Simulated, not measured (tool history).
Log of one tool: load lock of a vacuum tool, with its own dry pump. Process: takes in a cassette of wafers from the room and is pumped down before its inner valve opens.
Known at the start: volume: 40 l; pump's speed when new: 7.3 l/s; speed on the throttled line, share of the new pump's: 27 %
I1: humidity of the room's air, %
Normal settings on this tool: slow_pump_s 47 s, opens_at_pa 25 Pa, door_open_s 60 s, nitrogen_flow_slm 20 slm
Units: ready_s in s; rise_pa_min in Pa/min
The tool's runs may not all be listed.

run 1 hour=0 | slow_pump_s=47 opens_at_pa=25 door_open_s=60 nitrogen_flow_slm=20 | I1=43.2 | ready_s=84.2 rise_pa_min=0.474
run 2 hour=437 | slow_pump_s=47 opens_at_pa=25 door_open_s=32 nitrogen_flow_slm=20 | I1=46.8 | ready_s=83.9 rise_pa_min=0.497
-- hour=1153 door's seal changed, seat wiped
run 3 hour=1153 | slow_pump_s=47 opens_at_pa=25 door_open_s=32 nitrogen_flow_slm=20 | I1=45 | ready_s=85.6 rise_pa_min=0.028
run 4 hour=1607.3 | slow_pump_s=47 opens_at_pa=25 door_open_s=32 nitrogen_flow_slm=20 | I1=43.9 | ready_s=84.6 rise_pa_min=0.031
run 5 hour=1994.5 | slow_pump_s=47 opens_at_pa=25 door_open_s=60 nitrogen_flow_slm=6 | I1=46.1 | ready_s=84.8 rise_pa_min=0.063
run 6 hour=2677.1 | slow_pump_s=47 opens_at_pa=25 door_open_s=60 nitrogen_flow_slm=6 | I1=40.4 | ready_s=86.6 rise_pa_min=0.068
run 7 hour=3159.9 | slow_pump_s=47 opens_at_pa=25 door_open_s=43 nitrogen_flow_slm=6 | I1=44.5 | ready_s=86.2 rise_pa_min=0.07
run 8 hour=3712.2 | slow_pump_s=47 opens_at_pa=25 door_open_s=43 nitrogen_flow_slm=6 | I1=44.3 | ready_s=86.4 rise_pa_min=0.087
run 9 hour=4422.7 | slow_pump_s=47 opens_at_pa=25 door_open_s=43 nitrogen_flow_slm=6 | I1=46.3 | ready_s=87.1 rise_pa_min=0.107
run 10 hour=5145.8 | slow_pump_s=47 opens_at_pa=25 door_open_s=43 nitrogen_flow_slm=6 | I1=47.3 | ready_s=87.7 rise_pa_min=0.132
run 11 hour=5573 | slow_pump_s=47 opens_at_pa=25 door_open_s=43 nitrogen_flow_slm=6 | I1=43.4 | ready_s=87.7 rise_pa_min=0.14
run 12 hour=6111.6 | slow_pump_s=47 opens_at_pa=25 door_open_s=43 nitrogen_flow_slm=6 | I1=48.2 | ready_s=89.6 rise_pa_min=0.167
run 13 hour=6837.6 | slow_pump_s=47 opens_at_pa=45 door_open_s=60 nitrogen_flow_slm=20 | I1=40.3 | ready_s=85.3 rise_pa_min=0.168
-- hour=7256.3 dry pump taken out, an overhauled one fitted
run 14 hour=7517.6 | slow_pump_s=47 opens_at_pa=25 door_open_s=60 nitrogen_flow_slm=20 | I1=44.3 | ready_s=80.7 rise_pa_min=0.192
run 15 hour=8115.5 | slow_pump_s=47 opens_at_pa=18 door_open_s=60 nitrogen_flow_slm=20 | I1=45.4 | ready_s=83.2 rise_pa_min=0.219
run 16 hour=8764.1 | slow_pump_s=47 opens_at_pa=18 door_open_s=79 nitrogen_flow_slm=20 | I1=44.2 | ready_s=82.5 rise_pa_min=0.255
run 17 hour=9077.5 | slow_pump_s=47 opens_at_pa=25 door_open_s=60 nitrogen_flow_slm=7 | I1=44.7 | ready_s=80.9 rise_pa_min=0.276
run 18 hour=9538.1 | slow_pump_s=47 opens_at_pa=25 door_open_s=60 nitrogen_flow_slm=7 | I1=47.4 | ready_s=81.5 rise_pa_min=0.302
run 19 hour=9875.4 | slow_pump_s=69 opens_at_pa=25 door_open_s=60 nitrogen_flow_slm=9 | I1=44.5 | ready_s=96 rise_pa_min=0.316
run 20 hour=10577.9 | slow_pump_s=83 opens_at_pa=38 door_open_s=90 nitrogen_flow_slm=20 | I1=44 | ready_s=105.9 rise_pa_min=0.344
run 21 hour=11168.5 | slow_pump_s=83 opens_at_pa=38 door_open_s=90 nitrogen_flow_slm=20 | I1=43.4 | ready_s=105 rise_pa_min=0.379
run 22 hour=11659.5 | slow_pump_s=27 opens_at_pa=44 door_open_s=142 nitrogen_flow_slm=20 | I1=43.4 | ready_s=64.5 rise_pa_min=0.412
run 23 hour=11961.5 | slow_pump_s=34 opens_at_pa=31 door_open_s=60 nitrogen_flow_slm=20 | I1=46.6 | ready_s=71.6 rise_pa_min=0.425
run 24 hour=12543.4 | slow_pump_s=54 opens_at_pa=37 door_open_s=151 nitrogen_flow_slm=12 | I1=43 | ready_s=84.7 rise_pa_min=0.472
run 25 hour=13234.8 | slow_pump_s=35 opens_at_pa=48 door_open_s=69 nitrogen_flow_slm=20 | I1=42.8 | ready_s=71.5 rise_pa_min=0.491
run 26 hour=13782.7 | slow_pump_s=42 opens_at_pa=31 door_open_s=182 nitrogen_flow_slm=15 | I1=46.2 | ready_s=78.9 rise_pa_min=0.563
-- hour=13997.4 door's seal changed, seat wiped
run 27 hour=14332.4 | slow_pump_s=42 opens_at_pa=31 door_open_s=182 nitrogen_flow_slm=15 | I1=42.1 | ready_s=79.5 rise_pa_min=0.056
run 28 hour=14915.6 | slow_pump_s=39 opens_at_pa=30 door_open_s=103 nitrogen_flow_slm=34 | I1=45.7 | ready_s=77 rise_pa_min=0.039
run 29 hour=15349.8 | slow_pump_s=54 opens_at_pa=30 door_open_s=148 nitrogen_flow_slm=4 | I1=46.1 | ready_s=87.8 rise_pa_min=0.104
run 30 hour=15716.5 | slow_pump_s=54 opens_at_pa=42 door_open_s=148 nitrogen_flow_slm=20 | I1=46.4 | ready_s=86.7 rise_pa_min=0.073
run 31 hour=16254.7 | slow_pump_s=53 opens_at_pa=31 door_open_s=52 nitrogen_flow_slm=20 | I1=47.5 | ready_s=88 rise_pa_min=0.068
run 32 hour=16659.3 | slow_pump_s=53 opens_at_pa=31 door_open_s=52 nitrogen_flow_slm=20 | I1=44.4 | ready_s=88.6 rise_pa_min=0.073
run 33 hour=17329.7 | slow_pump_s=29 opens_at_pa=31 door_open_s=106 nitrogen_flow_slm=38 | I1=46.8 | ready_s=72.2 rise_pa_min=0.092
run 34 hour=18048.1 | slow_pump_s=24 opens_at_pa=19 door_open_s=39 nitrogen_flow_slm=12 | I1=48.4 | ready_s=72.7 rise_pa_min=0.117
run 35 hour=18458 | slow_pump_s=24 opens_at_pa=19 door_open_s=39 nitrogen_flow_slm=12 | I1=48.3 | ready_s=72.3 rise_pa_min=0.139
run 36 hour=19056.3 | slow_pump_s=52 opens_at_pa=21 door_open_s=39 nitrogen_flow_slm=12 | I1=43.7 | ready_s=92.7 rise_pa_min=0.154

Some steps in ready_s between neighbouring runs. How much of each would the tool show without its hidden state too (settings, what came in, random variation), and how much is left for the hidden state, with any gauge scatter that isn't in both results?
What the log doesn't record here: pump's speed, % of a new pump's; leak at the door's seal, Pa l/s; drift of the gauge itself on ready_s, %; drift of the gauge itself on rise_pa_min, %.
Run 13 -> 14: opens_at_pa 45 -> 25, dry pump taken out, an overhauled one fitted. ready_s -4.6 s: hidden state -8.2, all else +3.6.
Run 21 -> 22: slow_pump_s 83 -> 27, opens_at_pa 38 -> 44, door_open_s 90 -> 142. ready_s -40.5 s: hidden state +1, all else -41.5.
Run 32 -> 33: slow_pump_s 53 -> 29, door_open_s 52 -> 106, nitrogen_flow_slm 20 -> 38. ready_s -16.4 s: hidden state +1.7, all else -18.1.
Run 33 -> 34: slow_pump_s 29 -> 24, opens_at_pa 31 -> 19, door_open_s 106 -> 39, nitrogen_flow_slm 38 -> 12. ready_s +0.5 s: hidden state +1.3, all else -0.8.
Run 35 -> 36: slow_pump_s 24 -> 52, opens_at_pa 19 -> 21. ready_s +20.4 s: hidden state -0.9, all else +21.3.
